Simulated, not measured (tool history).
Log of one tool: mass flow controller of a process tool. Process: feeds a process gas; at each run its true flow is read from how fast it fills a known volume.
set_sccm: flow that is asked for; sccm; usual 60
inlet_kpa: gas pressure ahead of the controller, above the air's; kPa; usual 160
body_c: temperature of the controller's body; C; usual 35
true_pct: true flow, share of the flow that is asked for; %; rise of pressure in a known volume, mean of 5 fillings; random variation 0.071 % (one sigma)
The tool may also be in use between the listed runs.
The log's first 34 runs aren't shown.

run 35 hour=7334 | set_sccm=126 inlet_kpa=211 body_c=27 | true_pct=99.64
run 36 hour=7492.2 | set_sccm=60 inlet_kpa=160 body_c=39 | true_pct=100.49
run 37 hour=7759.4 | set_sccm=45 inlet_kpa=256 body_c=22 | true_pct=98.1
run 38 hour=7959.8 | set_sccm=45 inlet_kpa=256 body_c=22 | true_pct=98.07
run 39 hour=8246.1 | set_sccm=45 inlet_kpa=224 body_c=22 | true_pct=98.21
run 40 hour=8417.2 | set_sccm=33 inlet_kpa=179 body_c=27 | true_pct=98.84
run 41 hour=8621.4 | set_sccm=33 inlet_kpa=156 body_c=25 | true_pct=98.6
run 42 hour=8814.8 | set_sccm=127 inlet_kpa=141 body_c=38 | true_pct=100.94
run 43 hour=8942.2 | set_sccm=71 inlet_kpa=192 body_c=38 | true_pct=100.5
run 44 hour=9158.4 | set_sccm=181 inlet_kpa=160 body_c=28 | true_pct=100.34
run 45 hour=9329.5 | set_sccm=60 inlet_kpa=165 body_c=27 | true_pct=99.1

5 ways to go on from here, each from the tool as it stands after run 45. What would each give?
run A hour=9535 | set_sccm=41 inlet_kpa=177 body_c=22 | true_pct=?
run B hour=9535 | set_sccm=60 inlet_kpa=255 body_c=35 | true_pct=?
run C hour=9535 | set_sccm=42 inlet_kpa=159 body_c=40 | true_pct=?
run D hour=9535 | set_sccm=60 inlet_kpa=165 body_c=36 | true_pct=?
run E hour=9535 | set_sccm=26 inlet_kpa=164 body_c=29 | true_pct=?

run=A true_pct=98.37
run=B true_pct=99.77
run=C true_pct=100.56
run=D true_pct=100.07
run=E true_pct=99.06
Without the tool's hidden state the same runs would have given:
run=A true_pct=98.34
run=B true_pct=99.76
run=C true_pct=100.54
run=D true_pct=100.06
run=E true_pct=99
